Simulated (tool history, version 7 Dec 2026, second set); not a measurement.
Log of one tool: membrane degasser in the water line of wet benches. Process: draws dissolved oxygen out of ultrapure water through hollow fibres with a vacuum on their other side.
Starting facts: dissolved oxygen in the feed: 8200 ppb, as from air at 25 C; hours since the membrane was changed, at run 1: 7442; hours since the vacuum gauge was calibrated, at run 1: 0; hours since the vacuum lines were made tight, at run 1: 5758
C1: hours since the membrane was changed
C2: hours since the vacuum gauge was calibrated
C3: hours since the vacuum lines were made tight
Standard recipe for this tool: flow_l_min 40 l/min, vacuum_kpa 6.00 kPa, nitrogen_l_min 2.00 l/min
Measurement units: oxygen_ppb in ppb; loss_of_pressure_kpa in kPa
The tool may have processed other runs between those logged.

run 1 day=0.000 | flow_l_min=40 vacuum_kpa=6.00 nitrogen_l_min=2.00 | C1=7442 C2=0 C3=5758 | oxygen_ppb=127.5 loss_of_pressure_kpa=57.74
run 2 day=6.350 | flow_l_min=40 vacuum_kpa=6.00 nitrogen_l_min=2.00 | C1=7595 C2=152 C3=5910 | oxygen_ppb=125.3 loss_of_pressure_kpa=57.93
run 3 day=15.433 | flow_l_min=48 vacuum_kpa=6.00 nitrogen_l_min=2.00 | C1=7812 C2=370 C3=6128 | oxygen_ppb=151.6 loss_of_pressure_kpa=69.82
run 4 day=22.362 | flow_l_min=48 vacuum_kpa=6.00 nitrogen_l_min=2.00 | C1=7979 C2=537 C3=6294 | oxygen_ppb=150.9 loss_of_pressure_kpa=70.08
run 5 day=28.850 | flow_l_min=48 vacuum_kpa=6.00 nitrogen_l_min=2.00 | C1=8134 C2=692 C3=6450 | oxygen_ppb=150.9 loss_of_pressure_kpa=69.52
run 6 day=37.792 | flow_l_min=48 vacuum_kpa=6.00 nitrogen_l_min=2.00 | C1=8349 C2=907 C3=6665 | oxygen_ppb=151.9 loss_of_pressure_kpa=69.76
run 7 day=42.158 | flow_l_min=48 vacuum_kpa=6.00 nitrogen_l_min=2.00 | C1=8454 C2=1012 C3=6770 | oxygen_ppb=152.3 loss_of_pressure_kpa=70.20
run 8 day=47.021 | flow_l_min=34 vacuum_kpa=6.00 nitrogen_l_min=2.00 | C1=8571 C2=1129 C3=6886 | oxygen_ppb=112.4 loss_of_pressure_kpa=49.79
run 9 day=51.262 | flow_l_min=46 vacuum_kpa=6.00 nitrogen_l_min=2.00 | C1=8672 C2=1230 C3=6988 | oxygen_ppb=146.5 loss_of_pressure_kpa=67.01
-- day=55.696 seals of the vacuum lines changed
run 10 day=55.696 | flow_l_min=40 vacuum_kpa=6.00 nitrogen_l_min=2.00 | C1=8777 C2=1335 C3=0 | oxygen_ppb=130.2 loss_of_pressure_kpa=58.45
run 11 day=61.388 | flow_l_min=40 vacuum_kpa=6.00 nitrogen_l_min=2.00 | C1=8913 C2=1471 C3=137 | oxygen_ppb=128.1 loss_of_pressure_kpa=58.24
run 12 day=70.912 | flow_l_min=40 vacuum_kpa=6.00 nitrogen_l_min=2.00 | C1=9142 C2=1700 C3=365 | oxygen_ppb=127.9 loss_of_pressure_kpa=58.72
run 13 day=75.867 | flow_l_min=40 vacuum_kpa=6.00 nitrogen_l_min=2.00 | C1=9261 C2=1819 C3=484 | oxygen_ppb=129.9 loss_of_pressure_kpa=58.57
run 14 day=81.721 | flow_l_min=33 vacuum_kpa=6.00 nitrogen_l_min=2.00 | C1=9401 C2=1959 C3=625 | oxygen_ppb=109.3 loss_of_pressure_kpa=48.19
run 15 day=91.200 | flow_l_min=40 vacuum_kpa=6.00 nitrogen_l_min=2.00 | C1=9629 C2=2187 C3=852 | oxygen_ppb=133.1 loss_of_pressure_kpa=58.61
run 16 day=99.154 | flow_l_min=40 vacuum_kpa=6.00 nitrogen_l_min=5.16 | C1=9820 C2=2378 C3=1043 | oxygen_ppb=57.5 loss_of_pressure_kpa=58.66
run 17 day=106.379 | flow_l_min=40 vacuum_kpa=6.00 nitrogen_l_min=5.16 | C1=9993 C2=2551 C3=1216 | oxygen_ppb=56.6 loss_of_pressure_kpa=58.38
run 18 day=112.996 | flow_l_min=40 vacuum_kpa=6.00 nitrogen_l_min=5.16 | C1=10152 C2=2710 C3=1375 | oxygen_ppb=56.6 loss_of_pressure_kpa=58.40
run 19 day=118.267 | flow_l_min=40 vacuum_kpa=6.00 nitrogen_l_min=5.16 | C1=10279 C2=2836 C3=1502 | oxygen_ppb=57.1 loss_of_pressure_kpa=58.25
run 20 day=127.817 | flow_l_min=40 vacuum_kpa=6.00 nitrogen_l_min=5.16 | C1=10508 C2=3066 C3=1731 | oxygen_ppb=55.9 loss_of_pressure_kpa=58.69
run 21 day=136.717 | flow_l_min=40 vacuum_kpa=6.98 nitrogen_l_min=2.22 | C1=10721 C2=3279 C3=1944 | oxygen_ppb=161.3 loss_of_pressure_kpa=58.58
run 22 day=143.012 | flow_l_min=40 vacuum_kpa=6.98 nitrogen_l_min=2.22 | C1=10872 C2=3430 C3=2096 | oxygen_ppb=163.2 loss_of_pressure_kpa=59.01
run 23 day=148.625 | flow_l_min=40 vacuum_kpa=6.98 nitrogen_l_min=2.22 | C1=11007 C2=3565 C3=2230 | oxygen_ppb=161.8 loss_of_pressure_kpa=59.10
run 24 day=156.708 | flow_l_min=40 vacuum_kpa=6.00 nitrogen_l_min=2.00 | C1=11201 C2=3759 C3=2424 | oxygen_ppb=136.2 loss_of_pressure_kpa=59.00
run 25 day=160.846 | flow_l_min=51 vacuum_kpa=9.35 nitrogen_l_min=5.03 | C1=11300 C2=3858 C3=2524 | oxygen_ppb=156.8 loss_of_pressure_kpa=75.35
run 26 day=168.550 | flow_l_min=49 vacuum_kpa=5.52 nitrogen_l_min=5.00 | C1=11485 C2=4043 C3=2708 | oxygen_ppb=64.8 loss_of_pressure_kpa=72.61
run 27 day=173.771 | flow_l_min=40 vacuum_kpa=4.09 nitrogen_l_min=0.97 | C1=11611 C2=4168 C3=2834 | oxygen_ppb=92.0 loss_of_pressure_kpa=58.91
run 28 day=182.850 | flow_l_min=57 vacuum_kpa=8.26 nitrogen_l_min=1.98 | C1=11829 C2=4386 C3=3052 | oxygen_ppb=325.1 loss_of_pressure_kpa=83.91
run 29 day=188.108 | flow_l_min=57 vacuum_kpa=8.26 nitrogen_l_min=1.98 | C1=11955 C2=4513 C3=3178 | oxygen_ppb=323.6 loss_of_pressure_kpa=83.97
run 30 day=197.379 | flow_l_min=40 vacuum_kpa=6.00 nitrogen_l_min=2.73 | C1=12177 C2=4735 C3=3400 | oxygen_ppb=104.6 loss_of_pressure_kpa=59.07
run 31 day=201.588 | flow_l_min=40 vacuum_kpa=6.00 nitrogen_l_min=2.73 | C1=12278 C2=4836 C3=3501 | oxygen_ppb=106.1 loss_of_pressure_kpa=59.22
run 32 day=207.838 | flow_l_min=40 vacuum_kpa=6.62 nitrogen_l_min=4.04 | C1=12428 C2=4986 C3=3651 | oxygen_ppb=87.3 loss_of_pressure_kpa=59.11

Below, each run's measurement less what the same run would have read without the hidden state. Both values contain the same run-to-run variation, but the gauge's scatter may not be the same in both:
The tool's hidden condition here consists of: membrane still open, %; true pressure behind the membrane over the reading, kPa; air that leaks in behind the membrane, l/min; drift of the gauge itself on oxygen_ppb, %; drift of the gauge itself on loss_of_pressure_kpa, %.
run=1 oxygen_ppb=+0.8 loss_of_pressure_kpa=+1.51
run=2 oxygen_ppb=+1.2 loss_of_pressure_kpa=+1.56
run=3 oxygen_ppb=+2.1 loss_of_pressure_kpa=+1.92
run=4 oxygen_ppb=+2.6 loss_of_pressure_kpa=+1.96
run=5 oxygen_ppb=+3.1 loss_of_pressure_kpa=+1.99
run=6 oxygen_ppb=+3.7 loss_of_pressure_kpa=+2.06
run=7 oxygen_ppb=+4.1 loss_of_pressure_kpa=+2.09
run=8 oxygen_ppb=+3.5 loss_of_pressure_kpa=+1.51
run=9 oxygen_ppb=+4.5 loss_of_pressure_kpa=+2.05
run=10 oxygen_ppb=+3.3 loss_of_pressure_kpa=+1.81
run=11 oxygen_ppb=+3.5 loss_of_pressure_kpa=+1.84
run=12 oxygen_ppb=+4.1 loss_of_pressure_kpa=+1.88
run=13 oxygen_ppb=+4.4 loss_of_pressure_kpa=+1.91
run=14 oxygen_ppb=+3.9 loss_of_pressure_kpa=+1.60
run=15 oxygen_ppb=+5.5 loss_of_pressure_kpa=+1.98
run=16 oxygen_ppb=+2.9 loss_of_pressure_kpa=+2.03
run=17 oxygen_ppb=+3.1 loss_of_pressure_kpa=+2.05
run=18 oxygen_ppb=+3.3 loss_of_pressure_kpa=+2.10
run=19 oxygen_ppb=+3.4 loss_of_pressure_kpa=+2.12
run=20 oxygen_ppb=+3.6 loss_of_pressure_kpa=+2.18
run=21 oxygen_ppb=+7.7 loss_of_pressure_kpa=+2.21
run=22 oxygen_ppb=+8.1 loss_of_pressure_kpa=+2.26
run=23 oxygen_ppb=+8.4 loss_of_pressure_kpa=+2.28
run=24 oxygen_ppb=+9.6 loss_of_pressure_kpa=+2.32
run=25 oxygen_ppb=+6.7 loss_of_pressure_kpa=+2.98
run=26 oxygen_ppb=+6.6 loss_of_pressure_kpa=+2.92
run=27 oxygen_ppb=+18.3 loss_of_pressure_kpa=+2.41
run=28 oxygen_ppb=+15.9 loss_of_pressure_kpa=+3.49
run=29 oxygen_ppb=+16.2 loss_of_pressure_kpa=+3.53
run=30 oxygen_ppb=+9.3 loss_of_pressure_kpa=+2.53
run=31 oxygen_ppb=+9.7 loss_of_pressure_kpa=+2.55
run=32 oxygen_ppb=+7.2 loss_of_pressure_kpa=+2.58

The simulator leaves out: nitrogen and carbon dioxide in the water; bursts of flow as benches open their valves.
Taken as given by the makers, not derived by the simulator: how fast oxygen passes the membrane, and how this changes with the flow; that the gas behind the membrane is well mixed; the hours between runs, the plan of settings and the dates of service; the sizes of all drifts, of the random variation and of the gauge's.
